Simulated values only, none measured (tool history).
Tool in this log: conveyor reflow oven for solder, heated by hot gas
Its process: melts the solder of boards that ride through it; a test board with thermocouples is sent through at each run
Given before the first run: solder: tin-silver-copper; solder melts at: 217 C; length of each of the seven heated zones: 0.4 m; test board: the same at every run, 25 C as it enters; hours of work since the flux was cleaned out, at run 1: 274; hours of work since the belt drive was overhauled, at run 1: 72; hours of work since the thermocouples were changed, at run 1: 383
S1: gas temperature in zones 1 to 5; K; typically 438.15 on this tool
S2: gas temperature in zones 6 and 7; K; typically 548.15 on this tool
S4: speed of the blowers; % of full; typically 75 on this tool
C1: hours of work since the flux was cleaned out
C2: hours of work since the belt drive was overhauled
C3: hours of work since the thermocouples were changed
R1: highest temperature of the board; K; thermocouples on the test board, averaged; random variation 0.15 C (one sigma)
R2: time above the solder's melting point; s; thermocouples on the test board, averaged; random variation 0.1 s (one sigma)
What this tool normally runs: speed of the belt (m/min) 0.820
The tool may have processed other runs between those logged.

run 1 hour=0.0 | S1=438.15 S2=548.15 speed_of_the_belt_(m/min)=0.820 S4=75 | C1=274 C2=72 C3=383 | R1=525.85 R2=40.8
run 2 hour=6.7 | S1=438.15 S2=548.15 speed_of_the_belt_(m/min)=0.820 S4=75 | C1=277 C2=75 C3=386 | R1=525.85 R2=40.8
run 3 hour=17.1 | S1=438.15 S2=548.15 speed_of_the_belt_(m/min)=0.802 S4=75 | C1=281 C2=79 C3=390 | R1=526.75 R2=42.4
run 4 hour=23.8 | S1=427.15 S2=548.15 speed_of_the_belt_(m/min)=0.802 S4=75 | C1=284 C2=82 C3=393 | R1=524.55 R2=38.7
run 5 hour=31.9 | S1=438.15 S2=548.15 speed_of_the_belt_(m/min)=0.820 S4=60 | C1=288 C2=86 C3=397 | R1=520.75 R2=36.9
-- hour=39.4 flux residue cleaned out of gas plates and filters
run 6 hour=42.8 | S1=438.15 S2=548.15 speed_of_the_belt_(m/min)=0.820 S4=60 | C1=2 C2=89 C3=400 | R1=520.65 R2=37.0
run 7 hour=47.6 | S1=438.15 S2=548.15 speed_of_the_belt_(m/min)=0.820 S4=60 | C1=4 C2=91 C3=402 | R1=520.85 R2=37.0
run 8 hour=54.1 | S1=438.15 S2=548.15 speed_of_the_belt_(m/min)=0.820 S4=60 | C1=7 C2=94 C3=405 | R1=520.95 R2=36.8
run 9 hour=62.8 | S1=438.15 S2=548.15 speed_of_the_belt_(m/min)=0.820 S4=75 | C1=10 C2=97 C3=409 | R1=525.95 R2=40.8
run 10 hour=67.1 | S1=438.15 S2=548.15 speed_of_the_belt_(m/min)=0.820 S4=74 | C1=12 C2=99 C3=411 | R1=525.85 R2=40.8
run 11 hour=76.5 | S1=438.15 S2=548.15 speed_of_the_belt_(m/min)=0.820 S4=63 | C1=17 C2=104 C3=415 | R1=522.25 R2=37.8
run 12 hour=85.7 | S1=438.15 S2=548.15 speed_of_the_belt_(m/min)=0.820 S4=65 | C1=21 C2=108 C3=419 | R1=522.75 R2=38.2
run 13 hour=94.3 | S1=438.15 S2=548.15 speed_of_the_belt_(m/min)=0.820 S4=65 | C1=25 C2=112 C3=423 | R1=522.85 R2=38.6
run 14 hour=101.1 | S1=438.15 S2=548.15 speed_of_the_belt_(m/min)=0.820 S4=65 | C1=28 C2=115 C3=426 | R1=522.55 R2=38.5
run 15 hour=107.2 | S1=438.15 S2=548.15 speed_of_the_belt_(m/min)=0.820 S4=75 | C1=30 C2=117 C3=429 | R1=526.25 R2=41.0
run 16 hour=112.7 | S1=438.15 S2=548.15 speed_of_the_belt_(m/min)=0.820 S4=75 | C1=33 C2=120 C3=431 | R1=525.85 R2=40.8
run 17 hour=117.7 | S1=438.15 S2=545.15 speed_of_the_belt_(m/min)=0.820 S4=52 | C1=35 C2=122 C3=433 | R1=514.65 R2=32.0
run 18 hour=127.0 | S1=431.15 S2=545.15 speed_of_the_belt_(m/min)=0.926 S4=72 | C1=39 C2=126 C3=437 | R1=515.85 R2=27.8
run 19 hour=131.9 | S1=431.15 S2=544.15 speed_of_the_belt_(m/min)=0.884 S4=72 | C1=41 C2=128 C3=440 | R1=517.05 R2=30.4
run 20 hour=139.2 | S1=431.15 S2=544.15 speed_of_the_belt_(m/min)=0.976 S4=72 | C1=45 C2=132 C3=443 | R1=512.65 R2=23.9
run 21 hour=145.6 | S1=436.15 S2=562.15 speed_of_the_belt_(m/min)=0.744 S4=75 | C1=48 C2=135 C3=446 | R1=541.55 R2=53.1
run 22 hour=155.8 | S1=436.15 S2=562.15 speed_of_the_belt_(m/min)=0.744 S4=75 | C1=52 C2=139 C3=450 | R1=541.55 R2=53.1
run 23 hour=160.2 | S1=438.15 S2=541.15 speed_of_the_belt_(m/min)=0.695 S4=52 | C1=54 C2=141 C3=452 | R1=518.85 R2=42.7
run 24 hour=166.7 | S1=442.15 S2=544.15 speed_of_the_belt_(m/min)=0.820 S4=61 | C1=57 C2=144 C3=455 | R1=518.65 R2=36.8
run 25 hour=174.8 | S1=442.15 S2=544.15 speed_of_the_belt_(m/min)=0.820 S4=61 | C1=61 C2=148 C3=459 | R1=518.75 R2=36.7
run 26 hour=184.4 | S1=442.15 S2=544.15 speed_of_the_belt_(m/min)=0.820 S4=61 | C1=65 C2=152 C3=463 | R1=518.65 R2=36.5
run 27 hour=191.7 | S1=438.15 S2=548.15 speed_of_the_belt_(m/min)=0.768 S4=75 | C1=68 C2=155 C3=466 | R1=528.35 R2=45.6
run 28 hour=199.6 | S1=438.15 S2=561.15 speed_of_the_belt_(m/min)=0.820 S4=76 | C1=72 C2=159 C3=470 | R1=537.45 R2=46.8
run 29 hour=206.7 | S1=438.15 S2=544.15 speed_of_the_belt_(m/min)=0.820 S4=77 | C1=75 C2=162 C3=473 | R1=523.25 R2=39.4
run 30 hour=216.2 | S1=438.15 S2=544.15 speed_of_the_belt_(m/min)=0.820 S4=77 | C1=79 C2=166 C3=477 | R1=523.25 R2=39.6

Describe how what the log doesn't record of the tool's condition differs between the last listed run preceding each entry between runs and the first listed run following it.
Runs 5 to 6: flux residue cleaned out of gas plates and filters (hour 39.4)
  heat that the gas passes to the board, % of a clean oven's: 99.6 -> 100
